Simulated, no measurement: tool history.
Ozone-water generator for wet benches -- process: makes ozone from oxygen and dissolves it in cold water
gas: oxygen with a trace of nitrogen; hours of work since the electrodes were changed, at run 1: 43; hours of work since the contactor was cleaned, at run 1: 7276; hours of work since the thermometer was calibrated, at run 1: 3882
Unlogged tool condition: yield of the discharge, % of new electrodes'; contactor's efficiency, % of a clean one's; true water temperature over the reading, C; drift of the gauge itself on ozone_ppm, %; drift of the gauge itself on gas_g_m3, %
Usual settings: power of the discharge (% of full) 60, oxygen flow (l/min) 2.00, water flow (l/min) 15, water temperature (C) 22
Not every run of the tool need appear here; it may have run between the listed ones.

run	hour	power of the discharge (% of full)	oxygen flow (l/min)	water flow (l/min)	water temperature (C)	hours of work since the electrodes were changed	hours of work since the contactor was cleaned	hours of work since the thermometer was calibrated	dissolved ozone (ppm)	ozone in the gas ahead of the water (g/m3)
1	0.0	60	2.00	15	22	43	7276	3882	11.8	181.8
2	22.2	46	2.00	15	22	61	7294	3901	10.0	154.7
# hour 50.2: contactor cleaned
3	58.5	46	2.00	15	22	89	7	3928	10.0	154.3
4	87.6	46	2.00	10	22	113	32	3953	14.1	154.4
5	114.7	46	2.00	10	22	136	55	3976	14.2	155.0
6	134.0	46	2.00	10	22	152	71	3992	14.2	155.1
7	148.7	67	2.00	15	22	165	83	4005	12.8	195.9
8	182.0	60	2.00	10	22	193	112	4033	16.8	180.4
9	198.7	60	2.00	10	22	207	126	4047	16.6	181.8
10	221.5	60	2.00	10	22	227	145	4066	16.8	182.9
11	244.3	60	2.00	10	22	246	164	4086	16.6	182.6
12	274.3	60	2.00	18	26	271	190	4111	9.7	183.6
13	302.3	60	2.00	18	26	295	213	4135	9.9	181.7
14	326.8	60	2.51	19	22	316	234	4155	10.4	170.7
15	352.2	60	2.51	19	22	337	256	4177	10.3	171.3
16	381.8	60	3.23	19	22	362	281	4202	11.4	159.7
17	405.4	57	2.00	15	22	382	301	4222	11.5	178.1
18	420.0	79	1.19	14	15	394	313	4234	12.9	258.7
19	449.1	87	1.55	15	22	419	338	4259	13.7	253.1
20	477.6	87	1.55	15	22	443	362	4283	13.8	252.7
21	509.2	60	1.25	23	22	470	388	4310	6.2	214.2
22	531.0	42	2.23	13	22	488	407	4328	11.2	142.7

Forecast each of these 5 alternatives for the next run:
A	564.1	81	2.00	19	16	516	435	4356	?	?
B	564.1	81	1.34	11	22	516	435	4356	?	?
C	564.1	42	2.00	19	27	516	435	4356	?	?
D	564.1	60	2.27	19	22	516	435	4356	?	?
E	564.1	42	2.16	12	22	516	435	4356	?	?

run	dissolved ozone (ppm)	ozone in the gas ahead of the water (g/m3)
A	12.1	223.9
B	16.3	251.9
C	7.3	148.1
D	10.1	179.1
E	11.9	145.2
With the hidden condition removed and each run's random variation left untouched, the same runs would have given:
run	dissolved ozone (ppm)	ozone in the gas ahead of the water (g/m3)
A	12.1	220.0
B	16.3	247.5
C	7.3	145.5
D	10.1	176.0
E	11.9	142.7

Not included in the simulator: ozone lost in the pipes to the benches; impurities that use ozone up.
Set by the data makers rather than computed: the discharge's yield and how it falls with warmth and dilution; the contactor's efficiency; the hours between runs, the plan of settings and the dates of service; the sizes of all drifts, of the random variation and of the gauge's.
